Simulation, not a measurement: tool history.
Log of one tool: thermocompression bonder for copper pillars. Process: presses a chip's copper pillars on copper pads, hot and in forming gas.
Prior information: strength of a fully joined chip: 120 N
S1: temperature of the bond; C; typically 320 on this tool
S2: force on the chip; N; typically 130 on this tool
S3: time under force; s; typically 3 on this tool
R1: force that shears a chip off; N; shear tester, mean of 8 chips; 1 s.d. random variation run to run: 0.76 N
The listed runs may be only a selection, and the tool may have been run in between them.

run 1 day=0.000 | S1=320 S2=130 S3=3 | R1=58.2
run 2 day=1.500 | S1=320 S2=181 S3=3 | R1=74.4
run 3 day=3.333 | S1=320 S2=181 S3=3 | R1=75.8
run 4 day=4.783 | S1=320 S2=130 S3=3 | R1=56.4
run 5 day=6.317 | S1=320 S2=130 S3=3 | R1=56.1
run 6 day=7.092 | S1=320 S2=130 S3=3 | R1=57.5
run 7 day=8.562 | S1=320 S2=130 S3=3 | R1=58.7
run 8 day=9.338 | S1=320 S2=130 S3=3 | R1=58.6
run 9 day=10.804 | S1=320 S2=130 S3=3 | R1=57.5
run 10 day=11.625 | S1=320 S2=130 S3=3 | R1=57.7
run 11 day=13.400 | S1=320 S2=130 S3=3 | R1=59.2
run 12 day=14.175 | S1=320 S2=130 S3=2 | R1=48.9
run 13 day=15.371 | S1=320 S2=130 S3=2 | R1=49.2
run 14 day=16.912 | S1=320 S2=130 S3=2 | R1=50.2
run 15 day=18.133 | S1=327 S2=130 S3=2 | R1=55.0
run 16 day=19.904 | S1=326 S2=113 S3=3 | R1=53.7
run 17 day=21.750 | S1=326 S2=113 S3=3 | R1=55.5
run 18 day=22.588 | S1=320 S2=130 S3=3 | R1=57.4
run 19 day=23.621 | S1=314 S2=166 S3=3 | R1=65.0
run 20 day=25.188 | S1=346 S2=191 S3=3 | R1=94.6
run 21 day=26.588 | S1=315 S2=120 S3=4 | R1=57.4
run 22 day=27.633 | S1=319 S2=150 S3=2 | R1=56.3
run 23 day=29.154 | S1=328 S2=114 S3=5 | R1=67.6
run 24 day=30.592 | S1=320 S2=123 S3=3 | R1=53.8
-- day=30.767 forming gas filter changed
run 25 day=31.921 | S1=332 S2=123 S3=6 | R1=78.8
-- day=32.579 heater calibrated with a thermocouple chip
run 26 day=33.758 | S1=311 S2=141 S3=2 | R1=47.6
run 27 day=34.625 | S1=311 S2=141 S3=2 | R1=47.9

Below are 5 alternative next runs, each starting from the tool's condition after run 27. Predict each:
run A day=35.683 | S1=334 S2=120 S3=8 | R1=?
run B day=35.683 | S1=296 S2=130 S3=3 | R1=?
run C day=35.683 | S1=311 S2=95 S3=4 | R1=?
run D day=35.683 | S1=304 S2=133 S3=4 | R1=?
run E day=35.683 | S1=320 S2=123 S3=3 | R1=?

run=A R1=84.2
run=B R1=41.5
run=C R1=42.4
run=D R1=54.3
run=E R1=56.2
The same runs, with their run-to-run variation unchanged, on a tool lacking any hidden condition would have given:
run=A R1=84.1
run=B R1=41.4
run=C R1=42.3
run=D R1=54.2
run=E R1=56.1
